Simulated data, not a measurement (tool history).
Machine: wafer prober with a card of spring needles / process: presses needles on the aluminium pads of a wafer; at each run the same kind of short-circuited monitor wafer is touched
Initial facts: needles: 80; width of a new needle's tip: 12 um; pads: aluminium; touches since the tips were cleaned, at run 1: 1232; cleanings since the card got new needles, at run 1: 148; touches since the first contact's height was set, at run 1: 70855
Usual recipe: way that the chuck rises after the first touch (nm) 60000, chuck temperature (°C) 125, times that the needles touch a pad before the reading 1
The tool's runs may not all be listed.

run	hour	way that the chuck rises after the first touch (nm)	chuck temperature (°C)	times that the needles touch a pad before the reading	touches since the tips were cleaned	cleanings since the card got new needles	touches since the first contact's height was set	resistance of one needle with its contact and lead (mohm)	way that a needle slides on the pad (nm)
1	0	60000	125	1	1232	148	70855	245	13040
# hour 6.3: tips cleaned on abrasive film
# hour 14.6: tips cleaned on abrasive film
# hour 25: tips cleaned on abrasive film
2	26.8	60000	73	1	992	151	85548	234	13080
# hour 35.1: tips cleaned on abrasive film
# hour 45.1: tips cleaned on abrasive film
# hour 55.5: tips cleaned on abrasive film
3	59.3	48000	125	1	2098	154	103434	251	10450
# hour 65.5: tips cleaned on abrasive film
# hour 75.5: tips cleaned on abrasive film
# hour 85.9: tips cleaned on abrasive film
4	89.9	60000	125	1	2224	157	120249	244	13090
# hour 96.1: tips cleaned on abrasive film
# hour 106.4: tips cleaned on abrasive film
5	113.2	60000	125	1	3788	159	133096	248	13070
# hour 115.4: tips cleaned on abrasive film
# hour 125.7: tips cleaned on abrasive film
# hour 134.1: tips cleaned on abrasive film
6	134.7	60000	125	1	350	162	144860	247	13090
# hour 142.9: tips cleaned on abrasive film
# hour 153: tips cleaned on abrasive film
# hour 163.3: tips cleaned on abrasive film
# hour 172.2: tips cleaned on abrasive film
7	172.2	40000	125	1	0	166	165460	257	8740
# hour 182.1: tips cleaned on abrasive film
# hour 192.5: tips cleaned on abrasive film
8	196.3	40000	125	1	2123	168	178739	254	8760
# hour 202.2: tips cleaned on abrasive film
# hour 202.5: height of the first contact set anew
# hour 212.5: tips cleaned on abrasive film
9	214.3	60000	125	1	971	170	6504	245	13180
# hour 222.3: tips cleaned on abrasive film
# hour 232.4: tips cleaned on abrasive film
# hour 242.6: tips cleaned on abrasive film
10	247.3	60000	125	1	2580	173	24654	244	13140
# hour 251.1: tips cleaned on abrasive film
# hour 261.5: tips cleaned on abrasive film
11	267	60000	125	3	3027	175	35483	246	13170
# hour 271.2: tips cleaned on abrasive film
# hour 281.6: tips cleaned on abrasive film
# hour 291.4: tips cleaned on abrasive film
12	294.3	60000	125	3	1582	178	50479	243	13210
# hour 300.4: tips cleaned on abrasive film
# hour 310.2: tips cleaned on abrasive film
# hour 320.6: tips cleaned on abrasive film
# hour 330.9: tips cleaned on abrasive film
13	334.5	60000	78	1	1971	182	72562	234	13200
# hour 340.7: tips cleaned on abrasive film
# hour 351.1: tips cleaned on abrasive film
# hour 361.4: tips cleaned on abrasive film
14	366.3	63000	80	1	2679	185	90055	235	13860
# hour 370.5: tips cleaned on abrasive film
# hour 378.8: tips cleaned on abrasive film
# hour 389.2: tips cleaned on abrasive film
# hour 399.2: tips cleaned on abrasive film
15	400.2	63000	80	1	541	189	108677	233	13860
# hour 408.4: tips cleaned on abrasive film
# hour 418.3: tips cleaned on abrasive film
# hour 427.3: tips cleaned on abrasive film
16	427.3	41000	45	2	0	192	123556	231	9070
# hour 435.6: tips cleaned on abrasive film
# hour 446: tips cleaned on abrasive film
# hour 455.8: tips cleaned on abrasive film
17	462.1	72000	121	1	3538	195	142731	244	15910
# hour 464.3: tips cleaned on abrasive film
# hour 474.3: tips cleaned on abrasive film
# hour 483.9: tips cleaned on abrasive film
18	483.9	72000	121	1	0	198	154626	243	15890
# hour 493.6: tips cleaned on abrasive film
# hour 503.2: tips cleaned on abrasive film
19	510.7	72000	121	1	4177	200	169421	242	15960
# hour 512.9: tips cleaned on abrasive film
# hour 522.9: tips cleaned on abrasive film
# hour 531.2: tips cleaned on abrasive film
# hour 533.6: height of the first contact set anew
20	537.1	62000	121	1	3076	203	1934	245	13740
# hour 541.3: tips cleaned on abrasive film
# hour 551.5: tips cleaned on abrasive film
# hour 559.8: tips cleaned on abrasive film
# hour 569.6: tips cleaned on abrasive film
21	573.9	67000	52	1	2381	207	22166	225	14880
# hour 579.9: tips cleaned on abrasive film
# hour 590.2: tips cleaned on abrasive film
# hour 598.5: tips cleaned on abrasive film
# hour 607.9: tips cleaned on abrasive film
22	608.7	61000	40	3	465	211	41255	222	13550
# hour 616.7: tips cleaned on abrasive film
# hour 626.3: tips cleaned on abrasive film
23	630.8	61000	40	3	2507	213	53408	223	13570
# hour 635: tips cleaned on abrasive film
# hour 645.1: tips cleaned on abrasive film
24	647.2	61000	40	3	1154	215	62392	229	13540
# hour 655.4: tips cleaned on abrasive film
# hour 665.8: tips cleaned on abrasive film
25	670.2	40000	125	2	2430	217	75066	257	8910
# hour 674.4: tips cleaned on abrasive film
# hour 684.2: tips cleaned on abrasive film
# hour 693.9: tips cleaned on abrasive film
26	695.6	43000	125	2	909	220	88995	251	9540

Forecast each of these 5 alternatives for the next run:
# hour 703.4: tips cleaned on abrasive film
# hour 713.4: tips cleaned on abrasive film
A	716.9	43000	125	1	1980	222	100742	?	?
# hour 703.4: tips cleaned on abrasive film
# hour 713.4: tips cleaned on abrasive film
B	716.9	52000	125	2	1980	222	100742	?	?
# hour 703.4: tips cleaned on abrasive film
# hour 713.4: tips cleaned on abrasive film
C	716.9	73000	32	3	1980	222	100742	?	?
# hour 703.4: tips cleaned on abrasive film
# hour 713.4: tips cleaned on abrasive film
D	716.9	65000	112	1	1980	222	100742	?	?
# hour 703.4: tips cleaned on abrasive film
# hour 713.4: tips cleaned on abrasive film
E	716.9	43000	125	1	1980	222	100742	?	?

run	resistance of one needle with its contact and lead (mohm)	way that a needle slides on the pad (nm)
A	253	9600
B	250	11650
C	220	16260
D	248	14500
E	253	9560
With the hidden condition removed and each run's random variation left untouched, the same runs would have given:
run	resistance of one needle with its contact and lead (mohm)	way that a needle slides on the pad (nm)
A	253	9370
B	250	11370
C	220	15880
D	247	14160
E	252	9330
